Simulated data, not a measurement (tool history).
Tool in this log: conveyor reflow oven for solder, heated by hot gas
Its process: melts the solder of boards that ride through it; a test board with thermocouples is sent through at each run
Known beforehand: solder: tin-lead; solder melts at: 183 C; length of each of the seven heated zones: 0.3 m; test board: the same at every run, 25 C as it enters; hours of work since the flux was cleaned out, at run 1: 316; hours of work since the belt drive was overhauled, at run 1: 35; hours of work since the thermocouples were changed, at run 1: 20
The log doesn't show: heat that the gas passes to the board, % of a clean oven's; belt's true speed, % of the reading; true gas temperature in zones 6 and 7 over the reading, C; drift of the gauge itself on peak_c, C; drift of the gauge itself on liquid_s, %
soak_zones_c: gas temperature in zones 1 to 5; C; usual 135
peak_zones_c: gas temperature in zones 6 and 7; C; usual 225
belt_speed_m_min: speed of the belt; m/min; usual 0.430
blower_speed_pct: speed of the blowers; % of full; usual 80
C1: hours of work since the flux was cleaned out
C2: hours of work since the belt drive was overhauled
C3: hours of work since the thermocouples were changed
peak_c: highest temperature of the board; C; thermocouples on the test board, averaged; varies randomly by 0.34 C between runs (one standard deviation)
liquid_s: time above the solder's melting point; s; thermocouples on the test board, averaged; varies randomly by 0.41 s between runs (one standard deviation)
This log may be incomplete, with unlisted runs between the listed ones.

{"run": 1, "hour": 0.0, "soak_zones_c": 135, "peak_zones_c": 225, "belt_speed_m_min": 0.43, "blower_speed_pct": 80, "C1": 316, "C2": 35, "C3": 20, "peak_c": 209.4, "liquid_s": 54.4}
{"run": 2, "hour": 9.9, "soak_zones_c": 135, "peak_zones_c": 225, "belt_speed_m_min": 0.43, "blower_speed_pct": 80, "C1": 321, "C2": 40, "C3": 25, "peak_c": 210.1, "liquid_s": 54.4}
{"run": 3, "hour": 20.2, "soak_zones_c": 135, "peak_zones_c": 225, "belt_speed_m_min": 0.43, "blower_speed_pct": 80, "C1": 326, "C2": 45, "C3": 30, "peak_c": 208.8, "liquid_s": 55.1}
{"run": 4, "hour": 30.0, "soak_zones_c": 135, "peak_zones_c": 225, "belt_speed_m_min": 0.43, "blower_speed_pct": 80, "C1": 331, "C2": 50, "C3": 35, "peak_c": 209.5, "liquid_s": 54.4}
{"run": 5, "hour": 39.5, "soak_zones_c": 135, "peak_zones_c": 225, "belt_speed_m_min": 0.43, "blower_speed_pct": 80, "C1": 336, "C2": 55, "C3": 40, "peak_c": 209.7, "liquid_s": 54.8}
{"run": 6, "hour": 45.5, "soak_zones_c": 135, "peak_zones_c": 225, "belt_speed_m_min": 0.43, "blower_speed_pct": 80, "C1": 339, "C2": 58, "C3": 43, "peak_c": 209.5, "liquid_s": 54.7}
{"run": 7, "hour": 50.4, "soak_zones_c": 135, "peak_zones_c": 225, "belt_speed_m_min": 0.43, "blower_speed_pct": 80, "C1": 341, "C2": 60, "C3": 46, "peak_c": 209.2, "liquid_s": 55.1}
{"run": 8, "hour": 59.0, "soak_zones_c": 135, "peak_zones_c": 225, "belt_speed_m_min": 0.43, "blower_speed_pct": 80, "C1": 346, "C2": 65, "C3": 50, "peak_c": 209.1, "liquid_s": 54.7}
{"run": 9, "hour": 66.8, "soak_zones_c": 135, "peak_zones_c": 225, "belt_speed_m_min": 0.43, "blower_speed_pct": 80, "C1": 349, "C2": 69, "C3": 54, "peak_c": 209.9, "liquid_s": 54.0}
{"run": 10, "hour": 72.1, "soak_zones_c": 135, "peak_zones_c": 225, "belt_speed_m_min": 0.43, "blower_speed_pct": 80, "C1": 352, "C2": 71, "C3": 57, "peak_c": 209.5, "liquid_s": 54.8}
{"run": 11, "hour": 80.6, "soak_zones_c": 135, "peak_zones_c": 225, "belt_speed_m_min": 0.43, "blower_speed_pct": 80, "C1": 356, "C2": 76, "C3": 61, "peak_c": 209.2, "liquid_s": 53.8}
{"run": 12, "hour": 85.2, "soak_zones_c": 125, "peak_zones_c": 225, "belt_speed_m_min": 0.43, "blower_speed_pct": 79, "C1": 359, "C2": 78, "C3": 63, "peak_c": 207.3, "liquid_s": 48.5}
{"run": 13, "hour": 90.1, "soak_zones_c": 125, "peak_zones_c": 225, "belt_speed_m_min": 0.43, "blower_speed_pct": 79, "C1": 361, "C2": 80, "C3": 66, "peak_c": 207.3, "liquid_s": 48.4}
{"run": 14, "hour": 99.3, "soak_zones_c": 143, "peak_zones_c": 233, "belt_speed_m_min": 0.43, "blower_speed_pct": 79, "C1": 366, "C2": 85, "C3": 70, "peak_c": 217.4, "liquid_s": 64.6}
{"run": 15, "hour": 104.6, "soak_zones_c": 140, "peak_zones_c": 215, "belt_speed_m_min": 0.377, "blower_speed_pct": 80, "C1": 369, "C2": 88, "C3": 73, "peak_c": 205.0, "liquid_s": 61.0}
{"hour": 109.3, "done": "belt drive overhauled, speed set with a stopwatch"}
{"hour": 115.7, "done": "flux residue cleaned out of gas plates and filters"}
{"run": 16, "hour": 123.8, "soak_zones_c": 140, "peak_zones_c": 215, "belt_speed_m_min": 0.377, "blower_speed_pct": 78, "C1": 4, "C2": 5, "C3": 78, "peak_c": 206.4, "liquid_s": 64.0}
{"hour": 133.8, "done": "belt drive overhauled, speed set with a stopwatch, once more"}
{"run": 17, "hour": 138.5, "soak_zones_c": 128, "peak_zones_c": 215, "belt_speed_m_min": 0.431, "blower_speed_pct": 78, "C1": 9, "C2": 2, "C3": 84, "peak_c": 201.9, "liquid_s": 43.3}
{"run": 18, "hour": 142.8, "soak_zones_c": 128, "peak_zones_c": 215, "belt_speed_m_min": 0.431, "blower_speed_pct": 78, "C1": 12, "C2": 5, "C3": 86, "peak_c": 200.9, "liquid_s": 42.9}
{"run": 19, "hour": 151.9, "soak_zones_c": 128, "peak_zones_c": 215, "belt_speed_m_min": 0.431, "blower_speed_pct": 78, "C1": 16, "C2": 9, "C3": 90, "peak_c": 201.0, "liquid_s": 42.9}
{"run": 20, "hour": 161.9, "soak_zones_c": 135, "peak_zones_c": 235, "belt_speed_m_min": 0.43, "blower_speed_pct": 80, "C1": 21, "C2": 14, "C3": 95, "peak_c": 220.1, "liquid_s": 64.5}
{"run": 21, "hour": 171.2, "soak_zones_c": 135, "peak_zones_c": 230, "belt_speed_m_min": 0.43, "blower_speed_pct": 80, "C1": 26, "C2": 19, "C3": 100, "peak_c": 215.7, "liquid_s": 61.4}

Below are 4 alternative next runs, each starting from the tool's condition after run 21. Predict each:
{"run": "A", "hour": 175.8, "soak_zones_c": 135, "peak_zones_c": 229, "belt_speed_m_min": 0.43, "blower_speed_pct": 80, "C1": 28, "C2": 21, "C3": 102, "peak_c": "?", "liquid_s": "?"}
{"run": "B", "hour": 175.8, "soak_zones_c": 135, "peak_zones_c": 234, "belt_speed_m_min": 0.499, "blower_speed_pct": 52, "C1": 28, "C2": 21, "C3": 102, "peak_c": "?", "liquid_s": "?"}
{"run": "C", "hour": 175.8, "soak_zones_c": 133, "peak_zones_c": 234, "belt_speed_m_min": 0.491, "blower_speed_pct": 80, "C1": 28, "C2": 21, "C3": 102, "peak_c": "?", "liquid_s": "?"}
{"run": "D", "hour": 175.8, "soak_zones_c": 135, "peak_zones_c": 225, "belt_speed_m_min": 0.43, "blower_speed_pct": 64, "C1": 28, "C2": 21, "C3": 102, "peak_c": "?", "liquid_s": "?"}

run=A peak_c=215.4 liquid_s=60.3
run=B peak_c=208.9 liquid_s=43.8
run=C peak_c=215.0 liquid_s=51.5
run=D peak_c=208.9 liquid_s=53.7
Had the tool no hidden state, the same runs would have come out as:
run=A peak_c=215.9 liquid_s=61.0
run=B peak_c=209.5 liquid_s=44.5
run=C peak_c=215.6 liquid_s=52.1
run=D peak_c=209.4 liquid_s=54.4
